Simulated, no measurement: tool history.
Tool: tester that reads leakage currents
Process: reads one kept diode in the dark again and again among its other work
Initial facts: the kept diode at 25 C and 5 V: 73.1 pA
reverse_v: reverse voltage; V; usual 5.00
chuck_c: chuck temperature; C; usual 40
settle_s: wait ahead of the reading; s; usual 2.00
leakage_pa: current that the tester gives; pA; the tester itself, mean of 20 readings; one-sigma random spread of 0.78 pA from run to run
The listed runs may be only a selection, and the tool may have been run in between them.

run,hour,reverse_v,chuck_c,settle_s,leakage_pa
1,0.0,5.00,40,2.00,274.45
2,137.9,5.00,40,2.00,278.85
3,250.0,1.10,40,2.00,174.38
4,412.9,1.10,40,7.93,177.43
5,651.2,1.10,40,7.93,181.81
6,851.4,1.10,40,7.93,184.77
7,1045.4,1.10,40,7.93,188.71
# hour 1120.0: chuck's temperature calibrated
8,1184.7,5.85,40,2.00,281.39
9,1395.0,5.85,40,2.00,287.33
10,1611.7,5.85,40,2.00,294.44
11,1811.7,5.85,40,2.00,301.23
12,2065.3,5.85,40,2.00,308.43
# hour 2125.2: probe card cleaned and baked
13,2320.4,5.85,40,2.00,315.32
14,2467.3,5.85,40,2.00,319.91
15,2592.3,1.11,40,2.00,192.94
# hour 2725.1: chuck's temperature calibrated
16,2750.7,1.11,40,2.00,163.44
17,2858.2,1.11,40,2.00,164.76
18,2964.4,1.11,40,2.00,167.16
19,3077.6,1.11,40,2.00,169.51
20,3305.1,5.00,40,2.00,277.11
21,3559.9,7.55,25,2.00,93.69
22,3744.8,1.24,46,2.15,300.50
23,3926.3,2.54,46,0.55,383.09
# hour 3944.9: tester calibrated
24,4123.5,2.48,30,0.55,107.01
# hour 4322.4: chuck's temperature calibrated
25,4323.5,5.00,37,0.36,206.11
26,4476.4,2.12,45,2.00,298.47
27,4684.1,2.12,45,2.00,304.84
28,4911.8,1.55,23,8.33,45.60
29,5150.2,1.55,32,0.53,102.42
30,5389.5,1.55,32,0.53,105.63
31,5525.7,14.96,29,1.01,172.32
32,5681.9,5.00,29,0.91,122.02
33,5890.3,15.68,29,0.91,182.48
# hour 5935.3: chuck's temperature calibrated
34,6012.2,13.11,34,0.65,218.33
35,6194.1,13.11,34,0.65,223.75
36,6427.2,13.11,34,0.65,228.21
37,6668.8,2.83,40,0.77,231.76
38,6776.1,2.83,40,0.77,234.09
39,6976.5,2.83,40,0.77,238.93

Forecast each of these 3 alternatives for the next run:
A,7224.2,4.48,52,0.77,?
B,7224.2,2.41,43,1.58,?
C,7224.2,2.63,49,0.63,?

run,leakage_pa
A,706.13
B,295.15
C,480.62
With no hidden state in the tool, these same runs would have given:
run,leakage_pa
A,628.69
B,261.01
C,427.09

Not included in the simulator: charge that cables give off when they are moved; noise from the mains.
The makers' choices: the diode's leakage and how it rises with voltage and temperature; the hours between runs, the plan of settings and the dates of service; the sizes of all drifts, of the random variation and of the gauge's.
